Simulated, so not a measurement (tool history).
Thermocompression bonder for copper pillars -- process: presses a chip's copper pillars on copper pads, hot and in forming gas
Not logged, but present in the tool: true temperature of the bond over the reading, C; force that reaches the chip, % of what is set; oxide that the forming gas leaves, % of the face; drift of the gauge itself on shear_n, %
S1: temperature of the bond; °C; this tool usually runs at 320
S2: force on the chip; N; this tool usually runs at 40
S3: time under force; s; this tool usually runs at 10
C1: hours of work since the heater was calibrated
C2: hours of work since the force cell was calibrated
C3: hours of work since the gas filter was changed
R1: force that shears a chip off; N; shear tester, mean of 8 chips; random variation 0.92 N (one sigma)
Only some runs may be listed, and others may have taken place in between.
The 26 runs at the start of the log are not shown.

{"run": 27, "hour": 469.1, "S1": 344, "S2": 51, "S3": 10, "C1": 398, "C2": 251, "C3": 45, "R1": 113.7}
{"run": 28, "hour": 495.8, "S1": 324, "S2": 40, "S3": 14, "C1": 410, "C2": 263, "C3": 57, "R1": 80.8}
{"run": 29, "hour": 518.6, "S1": 290, "S2": 40, "S3": 10, "C1": 420, "C2": 273, "C3": 67, "R1": 43.4}
{"run": 30, "hour": 534.7, "S1": 301, "S2": 40, "S3": 10, "C1": 427, "C2": 280, "C3": 74, "R1": 51.1}
{"run": 31, "hour": 546.1, "S1": 291, "S2": 25, "S3": 10, "C1": 432, "C2": 285, "C3": 79, "R1": 25.8}
{"run": 32, "hour": 569.1, "S1": 291, "S2": 25, "S3": 10, "C1": 442, "C2": 295, "C3": 89, "R1": 23.4}
{"run": 33, "hour": 587.0, "S1": 346, "S2": 40, "S3": 10, "C1": 450, "C2": 303, "C3": 97, "R1": 92}
{"run": 34, "hour": 598.2, "S1": 346, "S2": 40, "S3": 10, "C1": 455, "C2": 307, "C3": 101, "R1": 92.7}
{"run": 35, "hour": 622.4, "S1": 346, "S2": 40, "S3": 10, "C1": 465, "C2": 318, "C3": 112, "R1": 92.7}
{"run": 36, "hour": 645.6, "S1": 327, "S2": 24, "S3": 10, "C1": 476, "C2": 328, "C3": 122, "R1": 42}

Branching from run 36: 3 alternative next runs. What would each branch give?
{"run": "A", "hour": 667.6, "S1": 348, "S2": 45, "S3": 10, "C1": 485, "C2": 338, "C3": 132, "R1": "?"}
{"run": "B", "hour": 667.6, "S1": 299, "S2": 24, "S3": 10, "C1": 485, "C2": 338, "C3": 132, "R1": "?"}
{"run": "C", "hour": 667.6, "S1": 292, "S2": 26, "S3": 10, "C1": 485, "C2": 338, "C3": 132, "R1": "?"}

run=A R1=102.5
run=B R1=25.8
run=C R1=27
The same runs, with their run-to-run variation unchanged, on a tool lacking any hidden condition would have given:
run=A R1=115.1
run=B R1=31.1
run=C R1=32.2
